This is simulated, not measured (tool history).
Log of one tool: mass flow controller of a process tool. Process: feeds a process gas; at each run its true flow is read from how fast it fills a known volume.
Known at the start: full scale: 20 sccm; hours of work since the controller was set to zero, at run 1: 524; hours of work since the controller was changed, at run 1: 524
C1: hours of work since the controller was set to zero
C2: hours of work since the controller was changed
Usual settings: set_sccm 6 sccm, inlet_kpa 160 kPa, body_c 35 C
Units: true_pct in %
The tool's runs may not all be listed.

Run 1, hour 0.0: usual settings; C1 524; C2 524. Result: true_pct 98.67 %.
Run 2, hour 43.4: usual settings; C1 546; C2 546. Result: true_pct 98.78 %.
Run 3, hour 102.6: usual settings; C1 575; C2 575. Result: true_pct 98.71 %.
Run 4, hour 182.1: usual settings; C1 614; C2 614. Result: true_pct 98.86 %.
Run 5, hour 264.9: usual settings but body_c 26 C; C1 654; C2 654. Result: true_pct 98.90 %.
Run 6, hour 326.4: usual settings but inlet_kpa 258 kPa; C1 684; C2 684. Result: true_pct 98.07 %.
Run 7, hour 398.9: usual settings but inlet_kpa 258 kPa; C1 720; C2 720. Result: true_pct 98.05 %.
Run 8, hour 458.6: usual settings but set_sccm 11 sccm, inlet_kpa 258 kPa, body_c 24 C; C1 749; C2 749. Result: true_pct 99.03 %.
Run 9, hour 531.0: usual settings but set_sccm 11 sccm, inlet_kpa 258 kPa, body_c 24 C; C1 784; C2 784. Result: true_pct 98.93 %.
Run 10, hour 568.9: usual settings but set_sccm 8 sccm, inlet_kpa 258 kPa, body_c 24 C; C1 803; C2 803. Result: true_pct 98.67 %.
Run 11, hour 611.7: usual settings but inlet_kpa 205 kPa, body_c 24 C; C1 824; C2 824. Result: true_pct 98.66 %.
Run 12, hour 678.1: usual settings but set_sccm 17 sccm, inlet_kpa 274 kPa, body_c 21 C; C1 857; C2 857. Result: true_pct 99.41 %.
Run 13, hour 751.2: usual settings but set_sccm 17 sccm, inlet_kpa 274 kPa, body_c 21 C; C1 892; C2 892. Result: true_pct 99.39 %.
Run 14, hour 799.4: usual settings but set_sccm 16 sccm, inlet_kpa 211 kPa, body_c 29 C; C1 916; C2 916. Result: true_pct 99.34 %.

5 ways to go on from here, each from the tool as it stands after run 14. What would each give?
Run A, hour 835.8: usual settings but set_sccm 8 sccm, inlet_kpa 144 kPa, body_c 22 C; C1 934; C2 934. Result: true_pct ?.
Run B, hour 835.8: usual settings but set_sccm 16 sccm, inlet_kpa 211 kPa, body_c 30 C; C1 934; C2 934. Result: true_pct ?.
Run C, hour 835.8: usual settings but set_sccm 9 sccm, inlet_kpa 186 kPa, body_c 29 C; C1 934; C2 934. Result: true_pct ?.
Run D, hour 835.8: usual settings but set_sccm 9 sccm, inlet_kpa 197 kPa, body_c 37 C; C1 934; C2 934. Result: true_pct ?.
Run E, hour 835.8: usual settings but set_sccm 16 sccm, inlet_kpa 208 kPa, body_c 29 C; C1 934; C2 934. Result: true_pct ?.

run  true_pct
  A     99.31
  B     99.32
  C     99.02
  D     98.67
  E     99.35
Without the tool's hidden state the same runs would have given:
run  true_pct
  A     99.67
  B     99.48
  C     99.34
  D     98.98
  E     99.51
